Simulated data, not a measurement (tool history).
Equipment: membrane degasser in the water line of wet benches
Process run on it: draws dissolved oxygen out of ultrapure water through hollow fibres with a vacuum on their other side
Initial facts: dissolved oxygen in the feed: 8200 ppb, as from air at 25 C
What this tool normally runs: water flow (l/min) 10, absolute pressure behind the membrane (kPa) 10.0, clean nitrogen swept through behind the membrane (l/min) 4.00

run	hour	water flow (l/min)	absolute pressure behind the membrane (kPa)	clean nitrogen swept through behind the membrane (l/min)	dissolved oxygen in the water behind the degasser (ppb)	pressure that the water loses in the fibres (kPa)
1	0.0	10	10.0	4.00	152.1	31.15
2	125.3	10	10.0	5.04	145.0	30.94
3	361.4	10	10.0	5.04	147.4	30.85
4	567.1	7	10.0	4.00	63.2	21.78
5	699.9	15	10.0	4.00	399.4	46.85
6	848.8	10	20.9	4.00	221.4	31.19
7	977.4	10	20.9	4.00	225.8	30.82
8	1135.4	10	20.9	4.00	225.9	31.26
9	1349.6	10	20.9	4.00	223.3	31.38
10	1536.7	10	7.6	4.00	143.4	30.92
11	1800.8	10	7.6	4.00	145.4	31.05
12	1954.1	10	7.6	4.00	143.8	31.31
# hour 2120.9: vacuum gauge calibrated
13	2120.9	10	10.0	5.14	148.6	31.61
14	2362.8	10	13.5	4.00	181.7	31.31
15	2530.8	10	13.5	4.00	179.6	31.14
16	2743.8	14	11.5	5.86	333.6	43.81
17	2939.5	10	9.4	2.51	179.0	31.55
18	3163.8	10	9.4	2.51	181.4	31.52
19	3323.7	10	9.4	2.51	178.1	31.32
# hour 3493.7: seals of the vacuum lines changed
20	3501.3	10	9.4	2.51	177.6	31.38
21	3801.0	7	18.8	6.15	79.4	21.98
22	3921.4	7	18.8	6.15	79.8	22.11
23	4090.9	7	18.8	6.30	78.6	21.92
24	4254.6	14	15.0	8.70	339.1	44.17
25	4516.8	10	7.6	7.62	134.3	31.49

Some steps in dissolved oxygen in the water behind the degasser (ppb), run to run, broken into two amounts with sign: the step expected even without the hidden condition (settings, incoming material, random variation), and the rest, left for the hidden condition together with whatever gauge scatter is not in both the measured and the hidden-condition-free result:
The hidden state here: membrane still open, %; true pressure behind the membrane over the reading, kPa; air that leaks in behind the membrane, l/min; drift of the gauge itself on oxygen_ppb, %; drift of the gauge itself on loss_of_pressure_kpa, %.
Run 4 -> 5: water flow (l/min) 7 -> 15. dissolved oxygen in the water behind the degasser (ppb) +336.2: hidden state +8.5, all else +327.7.
Run 23 -> 24: water flow (l/min) 7 -> 14, absolute pressure behind the membrane (kPa) 18.8 -> 15.0, clean nitrogen swept through behind the membrane (l/min) 6.30 -> 8.70. dissolved oxygen in the water behind the degasser (ppb) +260.5: hidden state +16.9, all else +243.6.
Run 24 -> 25: water flow (l/min) 14 -> 10, absolute pressure behind the membrane (kPa) 15.0 -> 7.6, clean nitrogen swept through behind the membrane (l/min) 8.70 -> 7.62. dissolved oxygen in the water behind the degasser (ppb) -204.8: hidden state -9.8, all else -195.0.

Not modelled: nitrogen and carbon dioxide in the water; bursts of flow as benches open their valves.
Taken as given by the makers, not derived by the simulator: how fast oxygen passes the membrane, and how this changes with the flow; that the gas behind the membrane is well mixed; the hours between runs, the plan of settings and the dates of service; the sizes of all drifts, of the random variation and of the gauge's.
